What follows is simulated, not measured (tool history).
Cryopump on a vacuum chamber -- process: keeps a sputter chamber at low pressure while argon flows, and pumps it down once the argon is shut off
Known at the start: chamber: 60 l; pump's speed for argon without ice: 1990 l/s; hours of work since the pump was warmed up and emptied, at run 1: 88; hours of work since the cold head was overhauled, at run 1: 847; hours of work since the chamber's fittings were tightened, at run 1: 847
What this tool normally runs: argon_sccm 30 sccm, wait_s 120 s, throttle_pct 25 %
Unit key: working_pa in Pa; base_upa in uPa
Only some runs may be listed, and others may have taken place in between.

run,hour,argon_sccm,wait_s,throttle_pct,hours of work since the pump was warmed up and emptied,hours of work since the cold head was overhauled,hours of work since the chamber's fittings were tightened,working_pa,base_upa
1,0,30,120,25,88,847,847,0.1028,0.92
2,47.5,30,49,25,111,869,869,0.1041,1.57
3,92,30,120,22,132,890,890,0.117,0.9
4,143.4,30,120,22,156,915,915,0.1162,0.91
5,180.2,30,120,25,174,932,932,0.1032,0.93
6,222.6,30,120,25,194,952,952,0.1036,0.95
7,264.3,30,120,25,214,972,972,0.1034,1
8,334.6,30,94,25,247,1005,1005,0.1039,1.06
9,381.6,17,34,22,269,1028,1028,0.0665,2.14
10,423,17,34,22,289,1047,1047,0.0673,2.1
11,457,14,50,22,305,1063,1063,0.055,1.67
12,503.5,19,297,38,327,1086,1086,0.0444,0.78
13,533.4,30,117,24,341,1100,1100,0.1085,1
14,601.1,30,117,24,373,1132,1132,0.1092,1.06
15,658.4,25,223,24,401,1159,1159,0.0904,0.82

Forecast each of these 3 alternatives for the next run:
A,690.3,30,31,20,416,1174,1174,?,?
B,690.3,25,230,37,416,1174,1174,?,?
C,690.3,24,27,19,416,1174,1174,?,?

run,working_pa,base_upa
A,0.131,2.35
B,0.0596,0.85
C,0.1102,2.61
The same runs, with their run-to-run variation unchanged, on a tool lacking any hidden condition would have given:
run,working_pa,base_upa
A,0.128,1.91
B,0.0572,0.4
C,0.1078,2.17
